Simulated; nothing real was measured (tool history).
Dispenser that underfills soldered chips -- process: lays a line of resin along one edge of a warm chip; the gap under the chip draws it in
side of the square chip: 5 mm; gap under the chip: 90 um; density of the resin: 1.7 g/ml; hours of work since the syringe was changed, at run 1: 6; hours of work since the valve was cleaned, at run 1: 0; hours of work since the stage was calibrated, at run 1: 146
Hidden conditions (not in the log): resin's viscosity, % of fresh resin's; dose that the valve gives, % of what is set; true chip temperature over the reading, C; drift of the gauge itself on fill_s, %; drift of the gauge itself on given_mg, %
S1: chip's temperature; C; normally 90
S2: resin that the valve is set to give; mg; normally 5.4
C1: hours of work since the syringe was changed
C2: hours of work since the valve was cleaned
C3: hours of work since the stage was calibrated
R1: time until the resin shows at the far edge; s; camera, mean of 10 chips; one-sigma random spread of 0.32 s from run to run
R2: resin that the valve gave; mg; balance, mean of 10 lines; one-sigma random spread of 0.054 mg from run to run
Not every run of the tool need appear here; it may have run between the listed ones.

Run 1, hour 0: usual settings; C1 6; C2 0; C3 146. Result: R1 18.6 s, R2 5.48 mg.
At hour 1.7: new syringe of resin.
Run 2, hour 11.2: usual settings but S2 6.92 mg; C1 6; C2 7; C3 153. Result: R1 19.9 s, R2 6.91 mg.
At hour 12.5: new syringe of resin.
At hour 22.8: new syringe of resin.
Run 3, hour 23: usual settings but S1 94 C; C1 0; C2 14; C3 160. Result: R1 10 s, R2 5.33 mg.
Run 4, hour 32.3: usual settings; C1 6; C2 20; C3 166. Result: R1 19.6 s, R2 5.31 mg.
At hour 33.9: new syringe of resin.
At hour 44.9: new syringe of resin.
Run 5, hour 44.9: usual settings but S2 5.97 mg; C1 0; C2 28; C3 174. Result: R1 11.1 s, R2 5.78 mg.
At hour 55.3: new syringe of resin.
Run 6, hour 59.8: usual settings but S2 5.97 mg; C1 3; C2 37; C3 183. Result: R1 14.9 s, R2 5.84 mg.
At hour 66.7: new syringe of resin.
Run 7, hour 70: usual settings but S2 5.97 mg; C1 2; C2 44; C3 190. Result: R1 12.7 s, R2 5.75 mg.
At hour 77.9: new syringe of resin.
Run 8, hour 79.9: usual settings but S1 97 C; C1 1; C2 50; C3 196. Result: R1 9.5 s, R2 5.13 mg.
Run 9, hour 87.6: usual settings but S1 97 C; C1 6; C2 55; C3 201. Result: R1 14.5 s, R2 5.13 mg.
At hour 88.8: new syringe of resin.
Run 10, hour 95.1: usual settings but S1 78 C, S2 6.36 mg; C1 4; C2 60; C3 205. Result: R1 29.1 s, R2 6 mg.
At hour 99.6: new syringe of resin.
Run 11, hour 105: usual settings but S1 78 C, S2 6.36 mg; C1 4; C2 66; C3 212. Result: R1 27.2 s, R2 5.95 mg.
At hour 110.9: new syringe of resin.
Run 12, hour 115.5: usual settings but S1 77 C, S2 4.85 mg; C1 3; C2 73; C3 218. Result: R1 29.4 s, R2 4.54 mg.
At hour 121.8: new syringe of resin.
Run 13, hour 126.2: usual settings but S1 101 C, S2 6.33 mg; C1 3; C2 79; C3 225. Result: R1 9.1 s, R2 5.86 mg.
At hour 132.1: new syringe of resin.
Run 14, hour 139.6: usual settings but S1 98 C, S2 5.33 mg; C1 5; C2 88; C3 233. Result: R1 12.3 s, R2 4.85 mg.
At hour 143: new syringe of resin.
Run 15, hour 147.3: usual settings but S2 5.24 mg; C1 3; C2 93; C3 238. Result: R1 14.8 s, R2 4.84 mg.
At hour 153.3: new syringe of resin.
Run 16, hour 156.5: usual settings but S1 80 C, S2 6.06 mg; C1 2; C2 98; C3 244. Result: R1 21.5 s, R2 5.52 mg.
At hour 164.4: new syringe of resin.
Run 17, hour 166.5: usual settings but S1 84 C, S2 5.04 mg; C1 1; C2 105; C3 250. Result: R1 18.5 s, R2 4.5 mg.

Branching from run 17: 5 alternative next runs. What would each branch give?
At hour 175.4: new syringe of resin.
Run A, hour 180: usual settings but S1 99 C, S2 5.78 mg; C1 3; C2 113; C3 259. Result: R1 ?, R2 ?.
At hour 175.4: new syringe of resin.
Run B, hour 180: usual settings but S1 86 C; C1 3; C2 113; C3 259. Result: R1 ?, R2 ?.
At hour 175.4: new syringe of resin.
Run C, hour 180: usual settings but S1 99 C, S2 5.18 mg; C1 3; C2 113; C3 259. Result: R1 ?, R2 ?.
At hour 175.4: new syringe of resin.
Run D, hour 180: usual settings but S1 85 C; C1 3; C2 113; C3 259. Result: R1 ?, R2 ?.
At hour 175.4: new syringe of resin.
Run E, hour 180: usual settings but S1 83 C, S2 6.85 mg; C1 3; C2 113; C3 259. Result: R1 ?, R2 ?.

run    R1    R2
  A   9.8  5.16
  B  18.5   4.8
  C    10  4.59
  D  19.4   4.8
  E  20.4  6.05
What these runs would have given with no unlogged condition in the tool:
run    R1    R2
  A   7.3  5.75
  B  13.7  5.36
  C   7.2  5.12
  D  14.3  5.36
  E  15.4  6.76
